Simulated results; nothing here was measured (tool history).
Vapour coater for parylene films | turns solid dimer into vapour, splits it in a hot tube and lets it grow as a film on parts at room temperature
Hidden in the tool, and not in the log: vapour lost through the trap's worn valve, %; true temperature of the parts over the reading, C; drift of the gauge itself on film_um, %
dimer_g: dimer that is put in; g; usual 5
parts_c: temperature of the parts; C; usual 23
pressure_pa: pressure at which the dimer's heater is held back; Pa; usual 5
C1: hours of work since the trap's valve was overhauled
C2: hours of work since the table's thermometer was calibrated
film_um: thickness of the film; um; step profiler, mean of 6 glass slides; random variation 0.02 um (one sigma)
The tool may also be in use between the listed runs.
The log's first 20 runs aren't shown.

{"run": 21, "hour": 744.4, "dimer_g": 3, "parts_c": 23, "pressure_pa": 9.35, "C1": 391, "C2": 83, "film_um": 1.21}
{"run": 22, "hour": 782.2, "dimer_g": 3, "parts_c": 29, "pressure_pa": 3.1, "C1": 408, "C2": 100, "film_um": 1.2}
{"run": 23, "hour": 808.0, "dimer_g": 7, "parts_c": 23, "pressure_pa": 10.96, "C1": 419, "C2": 112, "film_um": 2.75}
{"run": 24, "hour": 849.4, "dimer_g": 7, "parts_c": 17, "pressure_pa": 2.04, "C1": 438, "C2": 131, "film_um": 4.75}
{"run": 25, "hour": 891.8, "dimer_g": 5, "parts_c": 17, "pressure_pa": 6.37, "C1": 457, "C2": 150, "film_um": 2.76}
{"run": 26, "hour": 921.8, "dimer_g": 5, "parts_c": 17, "pressure_pa": 6.37, "C1": 471, "C2": 164, "film_um": 2.75}
{"run": 27, "hour": 942.6, "dimer_g": 5, "parts_c": 30, "pressure_pa": 5, "C1": 481, "C2": 173, "film_um": 1.73}
{"run": 28, "hour": 981.7, "dimer_g": 5, "parts_c": 21, "pressure_pa": 8.25, "C1": 498, "C2": 191, "film_um": 2.22}
{"run": 29, "hour": 1012.2, "dimer_g": 2, "parts_c": 24, "pressure_pa": 2.07, "C1": 512, "C2": 205, "film_um": 1.01}
{"run": 30, "hour": 1031.7, "dimer_g": 3, "parts_c": 22, "pressure_pa": 6.18, "C1": 521, "C2": 213, "film_um": 1.36}
{"run": 31, "hour": 1079.9, "dimer_g": 2, "parts_c": 19, "pressure_pa": 5, "C1": 543, "C2": 235, "film_um": 1.07}
{"run": 32, "hour": 1114.5, "dimer_g": 2, "parts_c": 19, "pressure_pa": 5, "C1": 559, "C2": 251, "film_um": 1.06}

Forecast each of these 5 alternatives for the next run:
{"run": "A", "hour": 1157.0, "dimer_g": 2, "parts_c": 18, "pressure_pa": 11.49, "C1": 578, "C2": 270, "film_um": "?"}
{"run": "B", "hour": 1157.0, "dimer_g": 2, "parts_c": 21, "pressure_pa": 5, "C1": 578, "C2": 270, "film_um": "?"}
{"run": "C", "hour": 1157.0, "dimer_g": 5, "parts_c": 21, "pressure_pa": 2.86, "C1": 578, "C2": 270, "film_um": "?"}
{"run": "D", "hour": 1157.0, "dimer_g": 8, "parts_c": 35, "pressure_pa": 5.41, "C1": 578, "C2": 270, "film_um": "?"}
{"run": "E", "hour": 1157.0, "dimer_g": 2, "parts_c": 19, "pressure_pa": 5.35, "C1": 578, "C2": 270, "film_um": "?"}

run=A film_um=0.94
run=B film_um=1
run=C film_um=2.73
run=D film_um=2.26
run=E film_um=1.05
Without the tool's hidden state the same runs would have given:
run=A film_um=0.95
run=B film_um=1.01
run=C film_um=2.75
run=D film_um=2.28
run=E film_um=1.06
